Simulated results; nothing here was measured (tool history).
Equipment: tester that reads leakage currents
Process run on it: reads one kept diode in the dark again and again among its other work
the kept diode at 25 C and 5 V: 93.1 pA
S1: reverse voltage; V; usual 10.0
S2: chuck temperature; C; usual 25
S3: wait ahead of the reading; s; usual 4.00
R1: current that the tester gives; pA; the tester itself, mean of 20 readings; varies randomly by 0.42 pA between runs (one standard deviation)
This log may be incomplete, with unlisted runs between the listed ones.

| run | hour | S1 | S2 | S3 | R1 |
|---|---|---|---|---|---|
| 1 | 0.0 | 10.0 | 25 | 4.00 | 139.68 |
| 2 | 38.8 | 10.0 | 25 | 4.00 | 139.85 |
| 3 | 69.8 | 10.0 | 25 | 4.00 | 139.74 |
| 4 | 114.8 | 10.0 | 25 | 4.00 | 139.99 |
| 5 | 147.0 | 10.0 | 25 | 4.00 | 139.59 |
| 6 | 177.1 | 10.0 | 25 | 4.00 | 140.47 |
| 7 | 207.9 | 10.0 | 25 | 4.00 | 139.13 |
| 8 | 253.9 | 10.0 | 25 | 4.00 | 139.98 |
| 9 | 307.0 | 10.0 | 25 | 0.48 | 143.39 |
| 10 | 363.9 | 1.0 | 51 | 0.53 | 353.21 |
| 11 | 433.0 | 2.0 | 58 | 0.72 | 918.88 |
| 12 | 485.2 | 2.0 | 58 | 0.72 | 919.77 |
| 13 | 528.5 | 2.0 | 58 | 0.72 | 921.70 |
|  | 586.8 | probe card cleaned and baked |
| 14 | 599.0 | 2.0 | 58 | 0.72 | 914.82 |
| 15 | 660.8 | 11.5 | 32 | 0.72 | 292.72 |
| 16 | 732.7 | 9.6 | 56 | 0.73 | 1954.89 |
| 17 | 768.1 | 13.8 | 23 | 5.41 | 139.42 |
|  | 801.0 | chuck's temperature calibrated |
| 18 | 837.4 | 4.8 | 48 | 4.00 | 692.50 |

Consider 5 possible next runs. They are alternatives, not a sequence: every one starts from the tool as it was left by run 18. What does each give?
| A | 875.2 | 1.1 | 48 | 2.71 | ? |
| B | 875.2 | 10.0 | 31 | 4.00 | ? |
| C | 875.2 | 14.6 | 21 | 0.85 | ? |
| D | 875.2 | 3.9 | 41 | 7.25 | ? |
| E | 875.2 | 3.0 | 40 | 4.00 | ? |

| run | R1 |
|---|---|
| A | 293.95 |
| B | 244.38 |
| C | 122.02 |
| D | 340.18 |
| E | 269.12 |
Without the tool's hidden state the same runs would have given:
| run | R1 |
|---|---|
| A | 293.96 |
| B | 244.39 |
| C | 122.01 |
| D | 340.19 |
| E | 269.13 |

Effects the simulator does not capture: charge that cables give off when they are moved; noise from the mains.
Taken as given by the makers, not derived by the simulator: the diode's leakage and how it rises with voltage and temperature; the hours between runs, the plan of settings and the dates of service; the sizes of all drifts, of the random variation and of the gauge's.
